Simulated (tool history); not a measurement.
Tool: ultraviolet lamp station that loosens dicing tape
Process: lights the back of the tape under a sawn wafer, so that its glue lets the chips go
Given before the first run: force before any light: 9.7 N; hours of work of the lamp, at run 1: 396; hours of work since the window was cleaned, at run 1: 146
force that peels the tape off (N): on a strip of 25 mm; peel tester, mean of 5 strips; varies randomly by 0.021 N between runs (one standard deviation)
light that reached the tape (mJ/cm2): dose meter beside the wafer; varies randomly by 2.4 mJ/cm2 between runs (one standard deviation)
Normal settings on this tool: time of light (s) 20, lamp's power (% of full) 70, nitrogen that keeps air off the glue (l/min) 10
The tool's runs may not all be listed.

run	hour	time of light (s)	lamp's power (% of full)	nitrogen that keeps air off the glue (l/min)	hours of work of the lamp	hours of work since the window was cleaned	force that peels the tape off (N)	light that reached the tape (mJ/cm2)
1	0	20	70	10	396	146	1.483	229
2	17	20	70	10	403	152	1.494	220
3	46.3	20	70	10	415	164	1.519	220
4	83	20	70	10	430	179	1.599	219
5	118.5	20	70	10	444	193	1.638	217
6	139.9	20	70	10	452	202	1.608	211
7	176	20	70	10	467	216	1.679	213
8	202.2	20	70	10	477	227	1.677	207
# hour 218.7: window cleaned of glue's vapour
9	227.3	20	70	10	487	3	1.819	196
10	248.6	20	70	10	496	12	1.8	193
11	275.8	20	70	10	507	23	1.874	188
# hour 286.6: window cleaned of glue's vapour, once more
12	308.3	20	70	10	520	9	1.444	237
13	346.6	20	70	10	535	24	1.449	230
14	367.7	20	70	10	543	33	1.47	230
15	389.9	20	70	10	552	41	1.426	230
16	415.9	20	70	10	563	52	1.479	226
17	440.1	20	70	10	572	62	1.493	224
18	470.4	20	70	10	585	74	1.514	221
19	501.3	20	70	10	597	86	1.528	219
20	537	20	70	10	611	100	1.6	218
21	554.4	13	70	16	618	107	2.472	139
22	570.5	13	70	16	625	114	2.378	138
23	593.4	38	61	16	634	123	0.5	358

Expected results for the next run?
24	617.2	38	63	4	644	133	?	?

Run 24 produced force that peels the tape off (N) 1.136, light that reached the tape (mJ/cm2) 363.
Had the tool carried no hidden state, the very same run would have given force that peels the tape off (N) 0.659, light that reached the tape (mJ/cm2) 480.
